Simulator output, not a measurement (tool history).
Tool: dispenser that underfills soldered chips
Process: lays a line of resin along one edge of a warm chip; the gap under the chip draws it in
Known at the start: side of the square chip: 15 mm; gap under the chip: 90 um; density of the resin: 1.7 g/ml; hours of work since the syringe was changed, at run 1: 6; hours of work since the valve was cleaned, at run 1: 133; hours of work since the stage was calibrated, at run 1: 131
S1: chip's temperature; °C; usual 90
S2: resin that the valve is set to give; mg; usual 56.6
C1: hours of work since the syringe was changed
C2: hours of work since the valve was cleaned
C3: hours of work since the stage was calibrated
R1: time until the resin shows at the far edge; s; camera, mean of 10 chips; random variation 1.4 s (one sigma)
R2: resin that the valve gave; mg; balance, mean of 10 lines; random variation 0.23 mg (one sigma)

{"run": 1, "hour": 0.0, "S1": 90, "S2": 56.6, "C1": 6, "C2": 133, "C3": 131, "R1": 221, "R2": 50.4}
{"run": 2, "hour": 5.1, "S1": 90, "S2": 56.6, "C1": 9, "C2": 137, "C3": 134, "R1": 306.6, "R2": 50.11}
{"hour": 6.6, "done": "dispensing valve cleaned and set on the balance"}
{"hour": 7.5, "done": "new syringe of resin"}
{"run": 3, "hour": 10.4, "S1": 102, "S2": 56.6, "C1": 2, "C2": 2, "C3": 137, "R1": 90.1, "R2": 56.44}
{"run": 4, "hour": 16.5, "S1": 102, "S2": 56.6, "C1": 6, "C2": 7, "C3": 141, "R1": 130.4, "R2": 56.22}
{"run": 5, "hour": 19.8, "S1": 102, "S2": 56.6, "C1": 9, "C2": 9, "C3": 143, "R1": 161, "R2": 56.3}
{"hour": 21.8, "done": "new syringe of resin"}
{"run": 6, "hour": 26.6, "S1": 102, "S2": 56.6, "C1": 3, "C2": 13, "C3": 148, "R1": 101.6, "R2": 55.74}
{"run": 7, "hour": 31.4, "S1": 90, "S2": 62.2, "C1": 7, "C2": 17, "C3": 151, "R1": 237.2, "R2": 61.39}
{"hour": 36.0, "done": "new syringe of resin"}
{"run": 8, "hour": 37.9, "S1": 90, "S2": 56.6, "C1": 1, "C2": 21, "C3": 156, "R1": 147.5, "R2": 55.63}
{"run": 9, "hour": 43.9, "S1": 90, "S2": 56.6, "C1": 5, "C2": 25, "C3": 160, "R1": 217.7, "R2": 55.59}
{"run": 10, "hour": 48.7, "S1": 90, "S2": 56.6, "C1": 9, "C2": 29, "C3": 163, "R1": 297, "R2": 55.49}
{"hour": 50.0, "done": "new syringe of resin"}
{"run": 11, "hour": 55.3, "S1": 90, "S2": 56.6, "C1": 4, "C2": 33, "C3": 167, "R1": 181, "R2": 55.15}
{"run": 12, "hour": 62.0, "S1": 90, "S2": 56.6, "C1": 8, "C2": 38, "C3": 172, "R1": 278.9, "R2": 54.68}
{"hour": 64.1, "done": "new syringe of resin"}
{"run": 13, "hour": 68.0, "S1": 90, "S2": 56.6, "C1": 3, "C2": 41, "C3": 176, "R1": 169.9, "R2": 54.6}
{"run": 14, "hour": 73.1, "S1": 91, "S2": 63.7, "C1": 6, "C2": 45, "C3": 179, "R1": 215.1, "R2": 61.7}
{"run": 15, "hour": 76.2, "S1": 91, "S2": 63.7, "C1": 8, "C2": 47, "C3": 182, "R1": 263, "R2": 61.22}
{"hour": 78.2, "done": "new syringe of resin"}
{"run": 16, "hour": 79.7, "S1": 99, "S2": 62.5, "C1": 1, "C2": 49, "C3": 184, "R1": 93.1, "R2": 60.04}
{"run": 17, "hour": 86.6, "S1": 83, "S2": 49.9, "C1": 6, "C2": 54, "C3": 189, "R1": 323.6, "R2": 47.41}
{"hour": 92.4, "done": "new syringe of resin"}
{"run": 18, "hour": 93.5, "S1": 83, "S2": 49.9, "C1": 1, "C2": 59, "C3": 193, "R1": 204.3, "R2": 47.48}
{"run": 19, "hour": 100.3, "S1": 90, "S2": 53.3, "C1": 5, "C2": 63, "C3": 198, "R1": 216.5, "R2": 50.54}
{"run": 20, "hour": 105.9, "S1": 75, "S2": 50.6, "C1": 9, "C2": 67, "C3": 202, "R1": 671, "R2": 47.71}
{"hour": 106.6, "done": "new syringe of resin"}
{"run": 21, "hour": 111.7, "S1": 76, "S2": 51.5, "C1": 4, "C2": 71, "C3": 206, "R1": 376.2, "R2": 49.14}
{"run": 22, "hour": 115.7, "S1": 84, "S2": 56.4, "C1": 6, "C2": 74, "C3": 208, "R1": 313.9, "R2": 52.5}

Forecast each of these 3 alternatives for the next run:
{"run": "A", "hour": 118.5, "S1": 84, "S2": 60.1, "C1": 8, "C2": 76, "C3": 210, "R1": "?", "R2": "?"}
{"run": "B", "hour": 118.5, "S1": 83, "S2": 68.3, "C1": 8, "C2": 76, "C3": 210, "R1": "?", "R2": "?"}
{"run": "C", "hour": 118.5, "S1": 84, "S2": 63, "C1": 8, "C2": 76, "C3": 210, "R1": "?", "R2": "?"}

run=A R1=368.1 R2=56.1
run=B R1=381.1 R2=64.15
run=C R1=362.3 R2=59.27
Without the tool's hidden state the same runs would have given:
run=A R1=180.9 R2=59.83
run=B R1=187.9 R2=68.41
run=C R1=178.4 R2=63.21
